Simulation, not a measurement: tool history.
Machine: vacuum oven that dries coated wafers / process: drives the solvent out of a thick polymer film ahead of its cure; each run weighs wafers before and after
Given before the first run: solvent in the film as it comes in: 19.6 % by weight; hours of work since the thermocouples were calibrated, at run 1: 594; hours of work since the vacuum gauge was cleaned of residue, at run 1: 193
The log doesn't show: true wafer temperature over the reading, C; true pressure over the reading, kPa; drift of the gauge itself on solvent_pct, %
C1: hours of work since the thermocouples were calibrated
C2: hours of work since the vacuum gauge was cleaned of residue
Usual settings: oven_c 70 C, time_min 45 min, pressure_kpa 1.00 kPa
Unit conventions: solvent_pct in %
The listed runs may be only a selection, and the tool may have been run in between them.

{"run": 1, "hour": 0.0, "oven_c": 70, "time_min": 45, "pressure_kpa": 1.0, "C1": 594, "C2": 193, "solvent_pct": 0.61}
{"run": 2, "hour": 24.2, "oven_c": 66, "time_min": 45, "pressure_kpa": 1.0, "C1": 606, "C2": 205, "solvent_pct": 1.22}
{"hour": 41.7, "done": "oven's thermocouples calibrated"}
{"run": 3, "hour": 56.5, "oven_c": 66, "time_min": 45, "pressure_kpa": 1.0, "C1": 7, "C2": 219, "solvent_pct": 1.55}
{"run": 4, "hour": 72.6, "oven_c": 66, "time_min": 45, "pressure_kpa": 1.0, "C1": 15, "C2": 227, "solvent_pct": 1.54}
{"run": 5, "hour": 91.3, "oven_c": 66, "time_min": 45, "pressure_kpa": 1.0, "C1": 24, "C2": 236, "solvent_pct": 1.59}
{"run": 6, "hour": 107.7, "oven_c": 66, "time_min": 45, "pressure_kpa": 1.0, "C1": 32, "C2": 244, "solvent_pct": 1.56}
{"run": 7, "hour": 123.4, "oven_c": 57, "time_min": 38, "pressure_kpa": 3.17, "C1": 40, "C2": 252, "solvent_pct": 6.2}
{"run": 8, "hour": 151.6, "oven_c": 85, "time_min": 41, "pressure_kpa": 0.78, "C1": 53, "C2": 265, "solvent_pct": 0.11}
{"run": 9, "hour": 181.0, "oven_c": 85, "time_min": 41, "pressure_kpa": 0.78, "C1": 67, "C2": 280, "solvent_pct": 0.11}
{"run": 10, "hour": 194.0, "oven_c": 70, "time_min": 45, "pressure_kpa": 3.19, "C1": 74, "C2": 286, "solvent_pct": 1.26}
{"run": 11, "hour": 221.9, "oven_c": 56, "time_min": 61, "pressure_kpa": 1.5, "C1": 87, "C2": 299, "solvent_pct": 3.59}

Alternative continuations, all from the tool just after run 11; predict every row:
{"run": "A", "hour": 236.1, "oven_c": 65, "time_min": 46, "pressure_kpa": 1.39, "C1": 94, "C2": 306, "solvent_pct": "?"}
{"run": "B", "hour": 236.1, "oven_c": 63, "time_min": 45, "pressure_kpa": 1.0, "C1": 94, "C2": 306, "solvent_pct": "?"}
{"run": "C", "hour": 236.1, "oven_c": 70, "time_min": 49, "pressure_kpa": 1.0, "C1": 94, "C2": 306, "solvent_pct": "?"}
{"run": "D", "hour": 236.1, "oven_c": 60, "time_min": 45, "pressure_kpa": 0.81, "C1": 94, "C2": 306, "solvent_pct": "?"}
{"run": "E", "hour": 236.1, "oven_c": 56, "time_min": 36, "pressure_kpa": 1.5, "C1": 94, "C2": 306, "solvent_pct": "?"}

run=A solvent_pct=1.82
run=B solvent_pct=2.38
run=C solvent_pct=0.66
run=D solvent_pct=3.30
run=E solvent_pct=6.41
With the hidden condition removed and each run's random variation left untouched, the same runs would have given:
run=A solvent_pct=1.86
run=B solvent_pct=2.43
run=C solvent_pct=0.67
run=D solvent_pct=3.36
run=E solvent_pct=6.49

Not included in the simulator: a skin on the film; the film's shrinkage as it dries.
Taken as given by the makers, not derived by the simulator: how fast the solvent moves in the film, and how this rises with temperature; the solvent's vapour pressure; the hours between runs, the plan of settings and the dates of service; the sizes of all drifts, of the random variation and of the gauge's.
